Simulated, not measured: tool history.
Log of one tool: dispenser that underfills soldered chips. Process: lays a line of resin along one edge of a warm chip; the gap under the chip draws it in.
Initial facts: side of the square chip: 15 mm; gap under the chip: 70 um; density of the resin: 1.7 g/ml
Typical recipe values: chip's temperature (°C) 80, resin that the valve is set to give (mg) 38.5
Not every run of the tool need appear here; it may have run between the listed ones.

run   hour  chip's temperature (°C)  resin that the valve is set to give (mg)  time until the resin shows at the far edge (s)  resin that the valve gave (mg)
  1    0.0                       80                                      38.5                                            79.3                           38.22
  2   16.4                       80                                      38.5                                            83.5                           38.02
  3   29.9                       88                                      38.5                                            55.9                           37.84
  4   44.5                       88                                      38.5                                            52.7                           37.51
  5   51.7                       92                                      38.5                                            65.5                           37.35
  6   62.4                       80                                      38.5                                            81.4                           37.04
  7   74.6                       80                                      38.5                                            66.1                           36.76
  8   89.1                       93                                      38.5                                            38.5                           36.53
  9   99.9                       80                                      38.5                                           110.4                           36.09
 10  117.4                       80                                      38.5                                           119.6                           35.75
 11  134.4                       80                                      38.5                                           123.3                           35.67
 12  148.3                       80                                      36.0                                           112.4                           32.64
 13  163.0                       80                                      36.0                                            96.4                           35.95
 14  178.6                       80                                      36.0                                            96.3                           35.52
 15  195.1                       80                                      36.0                                           103.6                           34.93
 16  206.0                       80                                      36.0                                            81.1                           34.87
 17  219.8                       80                                      38.5                                            70.9                           37.16
 18  229.8                       70                                      42.8                                           173.5                           40.66
 19  242.3                       70                                      39.2                                           146.9                           37.00
 20  255.2                       79                                      38.5                                            87.1                           36.36
 21  268.1                       89                                      38.5                                            50.5                           36.15
 22  281.5                       94                                      43.7                                            36.7                           40.54
 23  290.5                       94                                      35.7                                            61.9                           32.82
 24  305.0                       83                                      38.1                                            87.4                           34.74
 25  322.7                       71                                      37.3                                           145.9                           37.17
 26  337.6                       93                                      41.7                                            56.1                           40.92
 27  350.0                       91                                      35.7                                            55.0                           34.84
 28  361.1                       91                                      35.7                                            44.6                           34.92
 29  373.5                       84                                      37.6                                           108.8                           36.44
 30  387.7                       84                                      37.6                                            98.3                           35.52
 31  400.1                       80                                      43.9                                            92.1                           41.54
 32  412.0                       80                                      43.9                                            81.5                           41.43
 33  426.3                       80                                      47.2                                            77.4                           44.16

The log once held 29 entries between its listed runs, left out of this copy. Where does each go, and what is different about the tool's unlogged condition between the listed run before it and the listed run after it?
Run 1 -> run 2: new syringe of resin (hour 8.9)
  resin's viscosity, % of fresh resin's: 136.9 -> 145.1; dose that the valve gives, % of what is set: 99.74 -> 98.85; true chip temperature over the reading, C: -0.09 -> -0.13
  difference, measured minus the result without the unlogged condition, time until the resin shows at the far edge (s): +21.7 -> +26.4; resin that the valve gave (mg): -0.11 -> -0.44
Run 2 -> run 3: new syringe of resin (hour 24.9)
  resin's viscosity, % of fresh resin's: 145.1 -> 128.6; dose that the valve gives, % of what is set: 98.85 -> 98.04; true chip temperature over the reading, C: -0.13 -> -0.16
  difference, measured minus the result without the unlogged condition, time until the resin shows at the far edge (s): +26.4 -> +12.9; resin that the valve gave (mg): -0.44 -> -0.76
Run 3 -> run 4: new syringe of resin (hour 40.1)
  resin's viscosity, % of fresh resin's: 128.6 -> 122.5; dose that the valve gives, % of what is set: 98.04 -> 97.22; true chip temperature over the reading, C: -0.16 -> -0.2
  difference, measured minus the result without the unlogged condition, time until the resin shows at the far edge (s): +12.9 -> +10.2; resin that the valve gave (mg): -0.76 -> -1.07
Run 5 -> run 6: new syringe of resin (hour 56.7)
  resin's viscosity, % of fresh resin's: 175.4 -> 135; dose that the valve gives, % of what is set: 96.78 -> 96.18; true chip temperature over the reading, C: -0.22 -> -0.25
  difference, measured minus the result without the unlogged condition, time until the resin shows at the far edge (s): +28.7 -> +22.1; resin that the valve gave (mg): -1.24 -> -1.47
Run 6 -> run 7: new syringe of resin (hour 72.4)
  resin's viscosity, % of fresh resin's: 135 -> 111.6; dose that the valve gives, % of what is set: 96.18 -> 95.46; true chip temperature over the reading, C: -0.25 -> -0.28
  difference, measured minus the result without the unlogged condition, time until the resin shows at the far edge (s): +22.1 -> +8.1; resin that the valve gave (mg): -1.47 -> -1.75
Run 7 -> run 8: new syringe of resin (hour 87.9)
  resin's viscosity, % of fresh resin's: 111.6 -> 106.7; dose that the valve gives, % of what is set: 95.46 -> 94.7; true chip temperature over the reading, C: -0.28 -> -0.31
  difference, measured minus the result without the unlogged condition, time until the resin shows at the far edge (s): +8.1 -> +3.3; resin that the valve gave (mg): -1.75 -> -2.04
Run 9 -> run 10: new syringe of resin (hour 103.7)
  resin's viscosity, % of fresh resin's: 182.5 -> 199.3; dose that the valve gives, % of what is set: 94.07 -> 93.06; true chip temperature over the reading, C: -0.34 -> -0.39
  difference, measured minus the result without the unlogged condition, time until the resin shows at the far edge (s): +51.4 -> +61.7; resin that the valve gave (mg): -2.28 -> -2.66
Run 10 -> run 11: new syringe of resin (hour 119.9)
  resin's viscosity, % of fresh resin's: 199.3 -> 206.5; dose that the valve gives, % of what is set: 93.06 -> 92.03; true chip temperature over the reading, C: -0.39 -> -0.43
  difference, measured minus the result without the unlogged condition, time until the resin shows at the far edge (s): +61.7 -> +65.6; resin that the valve gave (mg): -2.66 -> -3.08
Run 11 -> run 12: new syringe of resin (hour 135.5)
  resin's viscosity, % of fresh resin's: 206.5 -> 184.1; dose that the valve gives, % of what is set: 92.03 -> 91.22; true chip temperature over the reading, C: -0.43 -> -0.46
  difference, measured minus the result without the unlogged condition, time until the resin shows at the far edge (s): +65.6 -> +54.4; resin that the valve gave (mg): -3.08 -> -3.15
Run 12 -> run 13: new syringe of resin (hour 151.7); dispensing valve cleaned and set on the balance (hour 155.0)
  resin's viscosity, % of fresh resin's: 184.1 -> 164.8; dose that the valve gives, % of what is set: 91.22 -> 99.49; true chip temperature over the reading, C: -0.46 -> -0.5
  difference, measured minus the result without the unlogged condition, time until the resin shows at the far edge (s): +54.4 -> +39.3; resin that the valve gave (mg): -3.15 -> -0.19
Run 13 -> run 14: new syringe of resin (hour 168.9)
  resin's viscosity, % of fresh resin's: 164.8 -> 161.1; dose that the valve gives, % of what is set: 99.49 -> 98.64; true chip temperature over the reading, C: -0.5 -> -0.53
  difference, measured minus the result without the unlogged condition, time until the resin shows at the far edge (s): +39.3 -> +37.8; resin that the valve gave (mg): -0.19 -> -0.49
Run 14 -> run 15: new syringe of resin (hour 184.5)
  resin's viscosity, % of fresh resin's: 161.1 -> 171.7; dose that the valve gives, % of what is set: 98.64 -> 97.7; true chip temperature over the reading, C: -0.53 -> -0.57
  difference, measured minus the result without the unlogged condition, time until the resin shows at the far edge (s): +37.8 -> +45.3; resin that the valve gave (mg): -0.49 -> -0.83
Run 15 -> run 16: new syringe of resin (hour 199.7)
  resin's viscosity, % of fresh resin's: 171.7 -> 135.2; dose that the valve gives, % of what is set: 97.7 -> 97.09; true chip temperature over the reading, C: -0.57 -> -0.6
  difference, measured minus the result without the unlogged condition, time until the resin shows at the far edge (s): +45.3 -> +23.0; resin that the valve gave (mg): -0.83 -> -1.05
Run 16 -> run 17: new syringe of resin (hour 216.5)
  resin's viscosity, % of fresh resin's: 135.2 -> 118.1; dose that the valve gives, % of what is set: 97.09 -> 96.35; true chip temperature over the reading, C: -0.6 -> -0.63
  difference, measured minus the result without the unlogged condition, time until the resin shows at the far edge (s): +23.0 -> +12.8; resin that the valve gave (mg): -1.05 -> -1.41
Run 18 -> run 19: new syringe of resin (hour 232.4)
  resin's viscosity, % of fresh resin's: 193.7 -> 164; dose that the valve gives, % of what is set: 95.74 -> 94.98; true chip temperature over the reading, C: -0.65 -> -0.68
  difference, measured minus the result without the unlogged condition, time until the resin shows at the far edge (s): +86.8 -> +60.8; resin that the valve gave (mg): -1.81 -> -1.95
Run 19 -> run 20: new syringe of resin (hour 248.6)
  resin's viscosity, % of fresh resin's: 164 -> 140.1; dose that the valve gives, % of what is set: 94.98 -> 94.25; true chip temperature over the reading, C: -0.68 -> -0.72
  difference, measured minus the result without the unlogged condition, time until the resin shows at the far edge (s): +60.8 -> +27.4; resin that the valve gave (mg): -1.95 -> -2.22
Run 20 -> run 21: new syringe of resin (hour 264.5)
  resin's viscosity, % of fresh resin's: 140.1 -> 119.9; dose that the valve gives, % of what is set: 94.25 -> 93.47; true chip temperature over the reading, C: -0.72 -> -0.75
  difference, measured minus the result without the unlogged condition, time until the resin shows at the far edge (s): +27.4 -> +10.2; resin that the valve gave (mg): -2.22 -> -2.53
Run 21 -> run 22: new syringe of resin (hour 280.0)
  resin's viscosity, % of fresh resin's: 119.9 -> 106; dose that the valve gives, % of what is set: 93.47 -> 92.69; true chip temperature over the reading, C: -0.75 -> -0.78
  difference, measured minus the result without the unlogged condition, time until the resin shows at the far edge (s): +10.2 -> +3.4; resin that the valve gave (mg): -2.53 -> -3.21
Run 23 -> run 24: new syringe of resin (hour 295.4)
  resin's viscosity, % of fresh resin's: 165.8 -> 162.8; dose that the valve gives, % of what is set: 92.11 -> 91.31; true chip temperature over the reading, C: -0.8 -> -0.84
  difference, measured minus the result without the unlogged condition, time until the resin shows at the far edge (s): +26.5 -> +36.7; resin that the valve gave (mg): -2.82 -> -3.31
Run 24 -> run 25: new syringe of resin (hour 311.9); dispensing valve cleaned and set on the balance (hour 312.9)
  resin's viscosity, % of fresh resin's: 162.8 -> 163.9; dose that the valve gives, % of what is set: 91.31 -> 99.05; true chip temperature over the reading, C: -0.84 -> -0.88
  difference, measured minus the result without the unlogged condition, time until the resin shows at the far edge (s): +36.7 -> +60.3; resin that the valve gave (mg): -3.31 -> -0.36
Run 25 -> run 26: new syringe of resin (hour 328.1)
  resin's viscosity, % of fresh resin's: 163.9 -> 159.3; dose that the valve gives, % of what is set: 99.05 -> 98.27; true chip temperature over the reading, C: -0.88 -> -0.92
  difference, measured minus the result without the unlogged condition, time until the resin shows at the far edge (s): +60.3 -> +22.3; resin that the valve gave (mg): -0.36 -> -0.72
Run 26 -> run 27: new syringe of resin (hour 343.4)
  resin's viscosity, % of fresh resin's: 159.3 -> 137.6; dose that the valve gives, % of what is set: 98.27 -> 97.51; true chip temperature over the reading, C: -0.92 -> -0.95
  difference, measured minus the result without the unlogged condition, time until the resin shows at the far edge (s): +22.3 -> +16.7; resin that the valve gave (mg): -0.72 -> -0.89
Run 27 -> run 28: new syringe of resin (hour 359.3)
  resin's viscosity, % of fresh resin's: 137.6 -> 110.5; dose that the valve gives, % of what is set: 97.51 -> 96.89; true chip temperature over the reading, C: -0.95 -> -0.98
  difference, measured minus the result without the unlogged condition, time until the resin shows at the far edge (s): +16.7 -> +6.1; resin that the valve gave (mg): -0.89 -> -1.13
Run 29 -> run 30: new syringe of resin (hour 375.4)
  resin's viscosity, % of fresh resin's: 203.8 -> 186.7; dose that the valve gives, % of what is set: 96.2 -> 95.44; true chip temperature over the reading, C: -1.01 -> -1.04
  difference, measured minus the result without the unlogged condition, time until the resin shows at the far edge (s): +57.9 -> +48.2; resin that the valve gave (mg): -1.44 -> -1.70
Run 30 -> run 31: new syringe of resin (hour 391.0)
  resin's viscosity, % of fresh resin's: 186.7 -> 155.9; dose that the valve gives, % of what is set: 95.44 -> 94.69; true chip temperature over the reading, C: -1.04 -> -1.07
  difference, measured minus the result without the unlogged condition, time until the resin shows at the far edge (s): +48.2 -> +35.9; resin that the valve gave (mg): -1.70 -> -2.33
Run 31 -> run 32: new syringe of resin (hour 406.2)
  resin's viscosity, % of fresh resin's: 155.9 -> 135.2; dose that the valve gives, % of what is set: 94.69 -> 94.01; true chip temperature over the reading, C: -1.07 -> -1.1
  difference, measured minus the result without the unlogged condition, time until the resin shows at the far edge (s): +35.9 -> +24.3; resin that the valve gave (mg): -2.33 -> -2.64
Run 32 -> run 33: new syringe of resin (hour 421.5)
  resin's viscosity, % of fresh resin's: 135.2 -> 127.5; dose that the valve gives, % of what is set: 94.01 -> 93.21; true chip temperature over the reading, C: -1.1 -> -1.14
  difference, measured minus the result without the unlogged condition, time until the resin shows at the far edge (s): +24.3 -> +19.6; resin that the valve gave (mg): -2.64 -> -3.21
